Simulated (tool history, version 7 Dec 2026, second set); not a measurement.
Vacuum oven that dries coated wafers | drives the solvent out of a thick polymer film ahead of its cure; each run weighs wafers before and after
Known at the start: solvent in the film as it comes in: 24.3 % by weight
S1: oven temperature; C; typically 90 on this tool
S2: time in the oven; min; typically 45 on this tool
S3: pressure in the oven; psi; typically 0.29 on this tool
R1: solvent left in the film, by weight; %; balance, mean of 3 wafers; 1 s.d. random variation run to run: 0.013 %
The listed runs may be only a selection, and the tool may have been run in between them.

{"run": 1, "hour": 0.0, "S1": 90, "S2": 45, "S3": 0.29, "R1": 1.96}
{"run": 2, "hour": 15.2, "S1": 90, "S2": 45, "S3": 0.29, "R1": 1.95}
{"run": 3, "hour": 30.0, "S1": 90, "S2": 45, "S3": 0.29, "R1": 1.95}
{"run": 4, "hour": 40.3, "S1": 90, "S2": 45, "S3": 0.29, "R1": 1.95}
{"run": 5, "hour": 60.6, "S1": 90, "S2": 45, "S3": 0.29, "R1": 1.95}
{"run": 6, "hour": 80.6, "S1": 90, "S2": 23, "S3": 0.29, "R1": 4.71}
{"hour": 84.1, "done": "vacuum gauge cleaned of residue and calibrated"}
{"run": 7, "hour": 98.4, "S1": 90, "S2": 23, "S3": 0.29, "R1": 4.74}
{"hour": 107.5, "done": "oven's thermocouples calibrated"}
{"run": 8, "hour": 111.7, "S1": 90, "S2": 23, "S3": 0.29, "R1": 5.29}
{"hour": 124.0, "done": "vacuum gauge cleaned of residue and calibrated, once more"}
{"run": 9, "hour": 124.0, "S1": 90, "S2": 23, "S3": 0.29, "R1": 5.19}
{"run": 10, "hour": 138.4, "S1": 90, "S2": 45, "S3": 0.29, "R1": 2.14}
{"run": 11, "hour": 157.5, "S1": 90, "S2": 45, "S3": 0.29, "R1": 2.13}
{"run": 12, "hour": 178.8, "S1": 90, "S2": 30, "S3": 0.29, "R1": 3.66}
{"run": 13, "hour": 200.8, "S1": 93, "S2": 45, "S3": 0.309, "R1": 1.61}
{"run": 14, "hour": 215.0, "S1": 93, "S2": 38, "S3": 0.205, "R1": 1.55}
{"run": 15, "hour": 227.2, "S1": 93, "S2": 38, "S3": 0.205, "R1": 1.53}
{"run": 16, "hour": 237.7, "S1": 90, "S2": 50, "S3": 0.202, "R1": 1.51}
{"run": 17, "hour": 249.3, "S1": 90, "S2": 50, "S3": 0.202, "R1": 1.5}
{"run": 18, "hour": 269.2, "S1": 90, "S2": 50, "S3": 0.202, "R1": 1.49}
{"run": 19, "hour": 288.9, "S1": 90, "S2": 50, "S3": 0.202, "R1": 1.51}
{"run": 20, "hour": 307.0, "S1": 87, "S2": 37, "S3": 0.222, "R1": 3.56}
{"run": 21, "hour": 317.8, "S1": 102, "S2": 27, "S3": 0.178, "R1": 0.72}
{"run": 22, "hour": 333.0, "S1": 77, "S2": 45, "S3": 0.189, "R1": 7.38}

What if the next run were any one of these 5? Each begins from the tool's condition after run 22:
{"run": "A", "hour": 343.1, "S1": 87, "S2": 55, "S3": 0.181, "R1": "?"}
{"run": "B", "hour": 343.1, "S1": 91, "S2": 35, "S3": 0.606, "R1": "?"}
{"run": "C", "hour": 343.1, "S1": 97, "S2": 79, "S3": 0.189, "R1": "?"}
{"run": "D", "hour": 343.1, "S1": 82, "S2": 45, "S3": 0.189, "R1": "?"}
{"run": "E", "hour": 343.1, "S1": 77, "S2": 56, "S3": 0.189, "R1": "?"}

run=A R1=1.82
run=B R1=3.86
run=C R1=0.63
run=D R1=4.62
run=E R1=5.92
The same runs, with their run-to-run variation unchanged, on a tool lacking any hidden condition would have given:
run=A R1=1.87
run=B R1=3.93
run=C R1=0.63
run=D R1=4.73
run=E R1=6.04
